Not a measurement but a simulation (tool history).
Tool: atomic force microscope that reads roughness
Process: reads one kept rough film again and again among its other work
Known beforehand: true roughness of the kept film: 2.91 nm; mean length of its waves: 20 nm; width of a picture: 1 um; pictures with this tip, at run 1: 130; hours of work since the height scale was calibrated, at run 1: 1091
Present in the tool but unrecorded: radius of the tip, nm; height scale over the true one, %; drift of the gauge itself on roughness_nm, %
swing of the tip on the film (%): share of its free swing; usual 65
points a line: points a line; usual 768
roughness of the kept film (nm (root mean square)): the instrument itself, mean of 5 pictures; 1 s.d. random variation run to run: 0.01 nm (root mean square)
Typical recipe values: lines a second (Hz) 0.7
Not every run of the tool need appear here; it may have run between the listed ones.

run    hour  lines a second (Hz)  swing of the tip on the film (%)  points a line  pictures with this tip  hours of work since the height scale was calibrated  roughness of the kept film (nm (root mean square))
  1       0                  0.7                                65            768                     130                                                 1091                                               2.012
       46.9  -- new tip fitted
  2    53.5                  0.7                                65            768                       9                                                 1126                                               2.313
  3    91.3                  0.7                                65            646                      58                                                 1152                                               2.165
  4   120.2                  0.7                                65            646                      95                                                 1171                                               2.083
  5   168.8                  0.7                                65            646                     158                                                 1203                                               1.971
      192.8  -- new tip fitted
  6   194.9                  0.7                                65            848                       3                                                 1220                                               2.336
  7   226.1                  0.7                                65            848                      43                                                 1241                                               2.231
  8   252.8                  0.7                                65            848                      77                                                 1259                                               2.151
  9   297.9                  0.7                                65            848                     136                                                 1289                                               2.013
      338.3  -- new tip fitted
 10   353.2                  0.7                                65            848                      19                                                 1326                                               2.285
 11   384.5                  0.7                                65            848                      60                                                 1347                                               2.196
 12   409.7                1.573                                65            768                      92                                                 1364                                                2.08
 13   441.6                1.573                                65            768                     133                                                 1385                                               1.981
 14   472.4                1.573                                65            768                     173                                                 1405                                               1.897
      484.9  -- new tip fitted
 15   516.2                1.573                                65            768                      40                                                 1434                                                 2.2
 16   573.4                1.573                                65            768                     114                                                 1472                                                2.03
 17   609.5                  0.7                                65            768                     160                                                 1497                                               1.994
      630.6  -- new tip fitted
 18   657.8                  0.7                                65            405                      35                                                 1528                                               2.196
 19   684.3                  0.7                                64            768                      69                                                 1546                                               2.144
 20   722.4                  0.7                                65            768                     119                                                 1572                                               2.031
      778.1  -- new tip fitted
 21   780.3                  0.7                                65            768                       3                                                 1610                                               2.291
 22   834.3                  0.7                                65            768                      72                                                 1646                                                2.12
 23   872.9                0.554                                73            391                     122                                                 1672                                               2.006
 24   912.9                0.554                                76            391                     174                                                 1698                                               1.884
      926.6  -- new tip fitted
 25   945.3                2.994                                65            273                      24                                                 1720                                                 2.1
 26   994.7                2.994                                65            273                      88                                                 1753                                                1.96
 27  1038.4                2.714                                71            534                     144                                                 1782                                               1.863
 28  1062.3                2.714                                71            534                     175                                                 1798                                               1.826
     1072.3  -- new tip fitted
 29  1111.7                2.714                                71            534                      51                                                 1830                                               2.059
 30  1139.5                  0.7                                57            957                      87                                                 1849                                               2.093
 31  1189.4                  0.7                                65            407                     151                                                 1882                                               1.958
     1221.1  -- new tip fitted
 32  1226.6                  0.7                                65            273                       8                                                 1907                                               2.246
 33  1254.1                 0.92                                82            482                      43                                                 1925                                                2.13
 34  1307.5                0.939                                57            768                     112                                                 1961                                               2.061
 35  1342.9                1.603                                84            334                     158                                                 1984                                               1.792
       1367  -- new tip fitted
 36  1395.1                1.126                                61            334                      36                                                 2019                                               2.152
 37  1441.5                1.629                                88            768                      96                                                 2050                                               1.896
 38  1470.9                1.361                                88            768                     134                                                 2070                                               1.843
     1516.9  -- new tip fitted
 39  1524.6                1.361                                88            768                      10                                                 2105                                               2.138
 40  1566.8                3.689                                65            768                      64                                                 2133                                               2.062
 41  1597.4                3.689                                63            944                     104                                                 2154                                               1.982
 42  1643.9                3.689                                63            944                     164                                                 2185                                               1.859
     1663.3  -- new tip fitted
 43  1683.1                  0.7                                88            768                      26                                                 2211                                                2.19

Predict each of these 5 candidate next runs independently; none follows another, all start after run 43:
  A  1709                2.118                                55            477                      59                                                 2228                                                   ?
  B  1709                1.388                                70            545                      59                                                 2228                                                   ?
  C  1709                  0.7                                67            370                      59                                                 2228                                                   ?
  D  1709                2.791                                76            398                      59                                                 2228                                                   ?
  E  1709                 3.79                                72            429                      59                                                 2228                                                   ?

run  roughness of the kept film (nm (root mean square))
  A                                               2.129
  B                                               2.091
  C                                               2.115
  D                                               1.962
  E                                               1.971
Stripped of hidden state, with their random variation kept, the same runs would have yielded:
run  roughness of the kept film (nm (root mean square))
  A                                               2.353
  B                                               2.311
  C                                               2.337
  D                                               2.169
  E                                               2.178
